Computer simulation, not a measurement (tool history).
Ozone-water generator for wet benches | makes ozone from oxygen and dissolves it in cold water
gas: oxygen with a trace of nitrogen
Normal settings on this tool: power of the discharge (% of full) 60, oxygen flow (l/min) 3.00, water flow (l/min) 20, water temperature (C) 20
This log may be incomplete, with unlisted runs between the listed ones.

| run | hour | power of the discharge (% of full) | oxygen flow (l/min) | water flow (l/min) | water temperature (C) | dissolved ozone (ppm) | ozone in the gas ahead of the water (g/m3) |
|---|---|---|---|---|---|---|---|
| 1 | 0.0 | 60 | 3.00 | 20 | 20 | 13.4 | 162.1 |
| 2 | 34.4 | 60 | 5.30 | 20 | 20 | 14.8 | 128.8 |
| 3 | 78.0 | 60 | 3.00 | 20 | 20 | 13.3 | 164.3 |
| 4 | 109.8 | 60 | 3.00 | 20 | 18 | 13.5 | 163.3 |
| 5 | 136.8 | 60 | 3.00 | 20 | 18 | 13.7 | 164.9 |
| 6 | 176.6 | 60 | 3.00 | 20 | 18 | 13.5 | 163.8 |
| 7 | 230.0 | 60 | 3.00 | 29 | 20 | 9.3 | 163.9 |
| 8 | 267.4 | 60 | 3.00 | 20 | 17 | 13.7 | 163.8 |
| 9 | 313.6 | 60 | 3.00 | 20 | 17 | 13.9 | 164.8 |
|  | 320.3 | contactor cleaned |
| 10 | 350.0 | 60 | 3.00 | 20 | 17 | 13.8 | 161.7 |
| 11 | 381.9 | 60 | 3.00 | 20 | 17 | 13.8 | 163.5 |
| 12 | 421.8 | 52 | 4.07 | 21 | 21 | 12.0 | 127.8 |
| 13 | 461.7 | 52 | 4.07 | 21 | 21 | 11.9 | 129.0 |
|  | 469.2 | contactor cleaned, once more |
| 14 | 509.2 | 47 | 3.11 | 13 | 21 | 15.1 | 133.7 |
| 15 | 551.7 | 60 | 3.00 | 25 | 18 | 11.4 | 163.7 |
| 16 | 595.3 | 60 | 2.22 | 16 | 18 | 15.2 | 184.0 |
| 17 | 635.2 | 48 | 2.09 | 26 | 22 | 8.0 | 159.0 |
| 18 | 680.1 | 46 | 2.09 | 17 | 22 | 11.0 | 154.8 |
| 19 | 731.1 | 41 | 2.79 | 19 | 22 | 10.1 | 126.0 |

Alternative continuations, all from the tool just after run 19; predict every row:
| A | 760.9 | 41 | 1.53 | 27 | 25 | ? | ? |
| B | 760.9 | 60 | 3.33 | 20 | 20 | ? | ? |
| C | 760.9 | 60 | 3.16 | 20 | 22 | ? | ? |
| D | 760.9 | 41 | 3.34 | 19 | 24 | ? | ? |

| run | dissolved ozone (ppm) | ozone in the gas ahead of the water (g/m3) |
|---|---|---|
| A | 5.6 | 157.9 |
| B | 13.8 | 157.4 |
| C | 13.3 | 160.8 |
| D | 9.9 | 116.6 |
The same runs, with their run-to-run variation unchanged, on a tool lacking any hidden condition would have given:
| run | dissolved ozone (ppm) | ozone in the gas ahead of the water (g/m3) |
|---|---|---|
| A | 5.7 | 159.0 |
| B | 14.1 | 159.1 |
| C | 13.5 | 162.5 |
| D | 10.1 | 117.5 |
